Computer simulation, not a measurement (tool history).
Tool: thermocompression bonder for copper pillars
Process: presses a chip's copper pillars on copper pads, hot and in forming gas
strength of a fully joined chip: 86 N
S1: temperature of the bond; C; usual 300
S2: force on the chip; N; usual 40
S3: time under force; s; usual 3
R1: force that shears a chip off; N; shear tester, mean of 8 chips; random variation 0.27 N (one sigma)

Run 1, hour 0.0: usual settings. Result: R1 31.1 N.
At hour 4.3: forming gas filter changed.
Run 2, hour 36.7: usual settings but S3 4 s. Result: R1 36.0 N.
Run 3, hour 105.4: usual settings but S3 4 s. Result: R1 35.3 N.
Run 4, hour 151.6: usual settings. Result: R1 31.7 N.
Run 5, hour 189.7: usual settings. Result: R1 31.1 N.
Run 6, hour 222.6: usual settings but S1 273 C. Result: R1 23.0 N.
At hour 281.7: forming gas filter changed.
Run 7, hour 286.7: usual settings but S1 273 C. Result: R1 22.7 N.
Run 8, hour 339.9: usual settings but S2 49 N. Result: R1 34.4 N.
Run 9, hour 378.2: usual settings but S3 5 s. Result: R1 37.7 N.
Run 10, hour 420.0: usual settings. Result: R1 30.9 N.
At hour 434.5: heater calibrated with a thermocouple chip.
Run 11, hour 464.1: usual settings. Result: R1 33.3 N.
Run 12, hour 493.6: usual settings. Result: R1 34.1 N.
Run 13, hour 551.8: usual settings. Result: R1 32.9 N.
At hour 558.9: forming gas filter changed.
Run 14, hour 617.9: usual settings. Result: R1 34.3 N.
Run 15, hour 664.1: usual settings but S1 304 C, S3 4 s. Result: R1 39.0 N.
Run 16, hour 718.6: usual settings but S1 304 C, S3 4 s. Result: R1 38.7 N.
Run 17, hour 767.6: usual settings but S1 279 C. Result: R1 26.0 N.
Run 18, hour 798.0: usual settings but S2 36 N. Result: R1 30.9 N.
Run 19, hour 830.0: usual settings but S1 325 C, S2 33 N, S3 6 s. Result: R1 46.9 N.
At hour 834.6: forming gas filter changed.
Run 20, hour 889.8: usual settings but S1 325 C, S2 32 N, S3 2 s. Result: R1 33.0 N.
Run 21, hour 928.1: usual settings but S1 325 C, S2 32 N, S3 2 s. Result: R1 31.8 N.
At hour 938.1: force cell calibrated.
Run 22, hour 960.8: usual settings but S1 325 C, S2 27 N, S3 2 s. Result: R1 30.6 N.
Run 23, hour 999.8: usual settings but S1 325 C, S2 27 N, S3 2 s. Result: R1 30.6 N.
Run 24, hour 1068.3: usual settings but S2 49 N, S3 5 s. Result: R1 44.2 N.
Run 25, hour 1099.8: usual settings but S1 296 C, S3 2 s. Result: R1 27.3 N.
At hour 1114.1: forming gas filter changed.
Run 26, hour 1133.3: usual settings but S1 293 C, S2 25 N, S3 2 s. Result: R1 21.1 N.
Run 27, hour 1186.6: usual settings but S1 293 C, S2 25 N, S3 2 s. Result: R1 20.9 N.

Forecast each of these 5 alternatives for the next run:
Run A, hour 1237.5: usual settings but S3 5 s. Result: R1 ?.
Run B, hour 1237.5: usual settings but S1 293 C, S2 49 N. Result: R1 ?.
Run C, hour 1237.5: usual settings but S1 305 C, S2 38 N, S3 5 s. Result: R1 ?.
Run D, hour 1237.5: usual settings but S2 33 N. Result: R1 ?.
Run E, hour 1237.5: usual settings but S1 303 C, S2 25 N, S3 2 s. Result: R1 ?.

run    R1
  A  40.7
  B  34.9
  C  41.4
  D  31.1
  E  23.5
Without the tool's hidden state the same runs would have given:
run    R1
  A  43.1
  B  37.0
  C  43.7
  D  33.0
  E  25.0
